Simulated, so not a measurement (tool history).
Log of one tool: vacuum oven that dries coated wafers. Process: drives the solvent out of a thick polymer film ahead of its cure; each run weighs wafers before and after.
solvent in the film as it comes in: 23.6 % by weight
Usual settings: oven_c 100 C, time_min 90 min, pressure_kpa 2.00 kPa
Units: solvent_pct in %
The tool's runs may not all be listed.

run 1 hour=0.0 | oven_c=100 time_min=90 pressure_kpa=2.00 | solvent_pct=1.88
-- hour=34.8 oven's thermocouples calibrated
run 2 hour=74.7 | oven_c=100 time_min=90 pressure_kpa=2.00 | solvent_pct=1.74
run 3 hour=122.9 | oven_c=100 time_min=90 pressure_kpa=2.00 | solvent_pct=1.77
run 4 hour=187.6 | oven_c=100 time_min=90 pressure_kpa=2.00 | solvent_pct=1.74
run 5 hour=224.1 | oven_c=100 time_min=90 pressure_kpa=2.00 | solvent_pct=1.74
run 6 hour=262.3 | oven_c=100 time_min=90 pressure_kpa=2.00 | solvent_pct=1.75
run 7 hour=326.4 | oven_c=100 time_min=90 pressure_kpa=1.72 | solvent_pct=1.68
run 8 hour=393.8 | oven_c=100 time_min=90 pressure_kpa=2.00 | solvent_pct=1.72
run 9 hour=450.8 | oven_c=100 time_min=90 pressure_kpa=3.74 | solvent_pct=2.12
run 10 hour=520.8 | oven_c=100 time_min=90 pressure_kpa=2.00 | solvent_pct=1.68
-- hour=530.4 oven's thermocouples calibrated, once more
run 11 hour=589.4 | oven_c=100 time_min=90 pressure_kpa=2.00 | solvent_pct=2.07
run 12 hour=669.0 | oven_c=100 time_min=90 pressure_kpa=2.00 | solvent_pct=2.08
run 13 hour=720.1 | oven_c=100 time_min=90 pressure_kpa=2.00 | solvent_pct=2.08
run 14 hour=791.7 | oven_c=100 time_min=90 pressure_kpa=2.00 | solvent_pct=2.06
run 15 hour=832.1 | oven_c=100 time_min=90 pressure_kpa=2.00 | solvent_pct=2.02
run 16 hour=878.3 | oven_c=100 time_min=90 pressure_kpa=2.00 | solvent_pct=2.01
run 17 hour=961.2 | oven_c=100 time_min=90 pressure_kpa=2.00 | solvent_pct=1.98
run 18 hour=1014.2 | oven_c=100 time_min=90 pressure_kpa=2.00 | solvent_pct=2.01
run 19 hour=1049.8 | oven_c=100 time_min=60 pressure_kpa=2.00 | solvent_pct=3.90
run 20 hour=1110.4 | oven_c=100 time_min=60 pressure_kpa=2.00 | solvent_pct=3.83
run 21 hour=1162.7 | oven_c=100 time_min=60 pressure_kpa=2.00 | solvent_pct=3.87
run 22 hour=1222.0 | oven_c=100 time_min=60 pressure_kpa=2.00 | solvent_pct=3.85
run 23 hour=1279.9 | oven_c=100 time_min=60 pressure_kpa=2.00 | solvent_pct=3.83
run 24 hour=1328.6 | oven_c=100 time_min=60 pressure_kpa=2.00 | solvent_pct=3.83
run 25 hour=1374.3 | oven_c=101 time_min=150 pressure_kpa=2.44 | solvent_pct=0.90
run 26 hour=1432.3 | oven_c=101 time_min=150 pressure_kpa=2.44 | solvent_pct=0.92
run 27 hour=1511.8 | oven_c=101 time_min=57 pressure_kpa=2.41 | solvent_pct=3.86
run 28 hour=1547.7 | oven_c=101 time_min=57 pressure_kpa=2.41 | solvent_pct=3.89
run 29 hour=1585.7 | oven_c=87 time_min=125 pressure_kpa=2.60 | solvent_pct=3.46
run 30 hour=1627.4 | oven_c=109 time_min=125 pressure_kpa=1.15 | solvent_pct=0.42
run 31 hour=1709.0 | oven_c=109 time_min=81 pressure_kpa=1.15 | solvent_pct=0.87
-- hour=1758.0 oven's thermocouples calibrated
run 32 hour=1782.6 | oven_c=88 time_min=131 pressure_kpa=6.46 | solvent_pct=4.83
-- hour=1819.2 vacuum gauge cleaned of residue and calibrated
run 33 hour=1857.2 | oven_c=106 time_min=76 pressure_kpa=6.46 | solvent_pct=2.58
run 34 hour=1942.2 | oven_c=102 time_min=90 pressure_kpa=1.45 | solvent_pct=1.55
run 35 hour=1994.6 | oven_c=102 time_min=90 pressure_kpa=1.45 | solvent_pct=1.55
run 36 hour=2054.4 | oven_c=89 time_min=109 pressure_kpa=2.00 | solvent_pct=3.53
run 37 hour=2138.1 | oven_c=89 time_min=109 pressure_kpa=2.00 | solvent_pct=3.47
run 38 hour=2183.6 | oven_c=89 time_min=109 pressure_kpa=2.00 | solvent_pct=3.48
run 39 hour=2218.5 | oven_c=100 time_min=49 pressure_kpa=3.61 | solvent_pct=5.45
run 40 hour=2263.7 | oven_c=89 time_min=67 pressure_kpa=1.52 | solvent_pct=6.20
run 41 hour=2330.1 | oven_c=114 time_min=122 pressure_kpa=5.61 | solvent_pct=0.99
run 42 hour=2395.4 | oven_c=114 time_min=122 pressure_kpa=5.61 | solvent_pct=0.98
run 43 hour=2439.8 | oven_c=89 time_min=140 pressure_kpa=3.22 | solvent_pct=2.77
run 44 hour=2502.9 | oven_c=97 time_min=95 pressure_kpa=2.50 | solvent_pct=2.38
run 45 hour=2571.2 | oven_c=89 time_min=95 pressure_kpa=2.50 | solvent_pct=4.30
run 46 hour=2621.7 | oven_c=89 time_min=95 pressure_kpa=2.50 | solvent_pct=4.28
run 47 hour=2680.1 | oven_c=89 time_min=95 pressure_kpa=2.50 | solvent_pct=4.28

Forecast each of these 3 alternatives for the next run:
run A hour=2761.9 | oven_c=100 time_min=144 pressure_kpa=2.00 | solvent_pct=?
run B hour=2761.9 | oven_c=110 time_min=48 pressure_kpa=6.81 | solvent_pct=?
run C hour=2761.9 | oven_c=90 time_min=57 pressure_kpa=5.81 | solvent_pct=?

run=A solvent_pct=0.82
run=B solvent_pct=3.47
run=C solvent_pct=8.02
Without the tool's hidden state the same runs would have given:
run=A solvent_pct=0.85
run=B solvent_pct=3.64
run=C solvent_pct=8.29
